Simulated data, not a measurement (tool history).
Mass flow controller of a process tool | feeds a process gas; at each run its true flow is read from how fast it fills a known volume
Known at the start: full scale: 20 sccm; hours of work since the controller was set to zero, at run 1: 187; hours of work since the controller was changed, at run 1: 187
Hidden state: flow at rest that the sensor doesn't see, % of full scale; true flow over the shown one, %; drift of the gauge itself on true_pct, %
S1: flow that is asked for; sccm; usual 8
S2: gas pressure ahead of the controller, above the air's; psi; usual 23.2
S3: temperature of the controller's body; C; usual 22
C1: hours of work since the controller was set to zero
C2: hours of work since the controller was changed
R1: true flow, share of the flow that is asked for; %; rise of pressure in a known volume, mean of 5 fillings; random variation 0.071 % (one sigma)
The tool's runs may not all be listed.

{"run": 1, "hour": 0.0, "S1": 8, "S2": 23.2, "S3": 22, "C1": 187, "C2": 187, "R1": 99.68}
{"run": 2, "hour": 63.9, "S1": 8, "S2": 23.2, "S3": 22, "C1": 215, "C2": 215, "R1": 99.8}
{"run": 3, "hour": 129.4, "S1": 8, "S2": 23.2, "S3": 22, "C1": 243, "C2": 243, "R1": 99.68}
{"run": 4, "hour": 220.4, "S1": 8, "S2": 23.2, "S3": 22, "C1": 283, "C2": 283, "R1": 99.69}
{"hour": 226.9, "done": "controller's zero set anew"}
{"run": 5, "hour": 283.0, "S1": 8, "S2": 34.4, "S3": 22, "C1": 24, "C2": 310, "R1": 99.3}
{"run": 6, "hour": 368.9, "S1": 8, "S2": 34.4, "S3": 22, "C1": 62, "C2": 347, "R1": 99.27}
{"run": 7, "hour": 460.6, "S1": 8, "S2": 34.4, "S3": 22, "C1": 102, "C2": 387, "R1": 99.27}
{"run": 8, "hour": 514.9, "S1": 8, "S2": 37.1, "S3": 22, "C1": 125, "C2": 411, "R1": 99.06}
{"run": 9, "hour": 570.5, "S1": 2, "S2": 28, "S3": 31, "C1": 150, "C2": 435, "R1": 99.96}
{"run": 10, "hour": 667.8, "S1": 2, "S2": 28, "S3": 31, "C1": 192, "C2": 477, "R1": 99.77}
{"hour": 708.4, "done": "controller's zero set anew, once more"}
{"run": 11, "hour": 713.7, "S1": 2, "S2": 28, "S3": 31, "C1": 2, "C2": 497, "R1": 100.23}

The same runs without the tool's hidden state, with the same run-to-run variation:
run=1 R1=99.52
run=2 R1=99.64
run=3 R1=99.52
run=4 R1=99.53
run=5 R1=99.17
run=6 R1=99.14
run=7 R1=99.14
run=8 R1=98.93
run=9 R1=100.22
run=10 R1=100.05
run=11 R1=100.17
